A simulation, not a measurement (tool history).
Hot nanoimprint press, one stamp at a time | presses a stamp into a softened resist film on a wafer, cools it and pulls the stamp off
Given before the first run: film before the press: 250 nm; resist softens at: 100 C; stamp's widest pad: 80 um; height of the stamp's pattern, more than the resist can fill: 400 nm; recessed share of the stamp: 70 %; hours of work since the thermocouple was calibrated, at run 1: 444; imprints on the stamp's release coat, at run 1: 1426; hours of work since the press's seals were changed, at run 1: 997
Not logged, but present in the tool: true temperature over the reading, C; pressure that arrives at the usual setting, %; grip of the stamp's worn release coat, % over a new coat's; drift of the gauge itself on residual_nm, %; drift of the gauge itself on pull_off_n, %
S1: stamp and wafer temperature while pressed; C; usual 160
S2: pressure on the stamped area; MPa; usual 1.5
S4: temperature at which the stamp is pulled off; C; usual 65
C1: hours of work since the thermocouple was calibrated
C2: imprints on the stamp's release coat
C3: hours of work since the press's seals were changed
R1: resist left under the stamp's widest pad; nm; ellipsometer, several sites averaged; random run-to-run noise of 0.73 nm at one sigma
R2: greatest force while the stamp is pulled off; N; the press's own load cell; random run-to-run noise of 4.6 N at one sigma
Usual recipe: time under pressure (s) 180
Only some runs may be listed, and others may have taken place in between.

run 1 hour=0 | S1=160 S2=1.5 time_under_pressure_(s)=180 S4=65 | C1=444 C2=1426 C3=997 | R1=114.2 R2=308
run 2 hour=21 | S1=160 S2=1.5 time_under_pressure_(s)=180 S4=65 | C1=456 C2=1525 C3=1010 | R1=115.1 R2=338
-- hour=61.6 stamp cleaned and given a new release coat
-- hour=73.3 press's hydraulic seals changed and the load cell set to zero
run 3 hour=74.1 | S1=160 S2=1.5 time_under_pressure_(s)=180 S4=65 | C1=479 C2=21 C3=0 | R1=109.5 R2=218
run 4 hour=124.2 | S1=164 S2=1.5 time_under_pressure_(s)=180 S4=65 | C1=509 C2=255 C3=30 | R1=93.6 R2=232
-- hour=153.1 plate thermocouple calibrated
run 5 hour=165.4 | S1=164 S2=1.5 time_under_pressure_(s)=180 S4=65 | C1=7 C2=434 C3=53 | R1=88.2 R2=245
run 6 hour=198.4 | S1=164 S2=1.5 time_under_pressure_(s)=180 S4=65 | C1=27 C2=588 C3=72 | R1=87.8 R2=245
run 7 hour=246.6 | S1=164 S2=1.5 time_under_pressure_(s)=180 S4=65 | C1=55 C2=814 C3=101 | R1=87.8 R2=264
run 8 hour=282.3 | S1=164 S2=1.5 time_under_pressure_(s)=180 S4=65 | C1=77 C2=980 C3=122 | R1=87.8 R2=286
-- hour=309.1 plate thermocouple calibrated, once more
run 9 hour=323.2 | S1=160 S2=1.5 time_under_pressure_(s)=180 S4=65 | C1=8 C2=1158 C3=145 | R1=120.3 R2=317

Run 10 comes next. What will it give?
run 10 hour=370.1 | S1=166 S2=2.07 time_under_pressure_(s)=342 S4=70 | C1=36 C2=1377 C3=172 | R1=? R2=?

{"run 10": {"R1": 59.7, "R2": 299}}
Minus the tool's unlogged condition, the same run would have read R1 60.1 nm, R2 205 N.
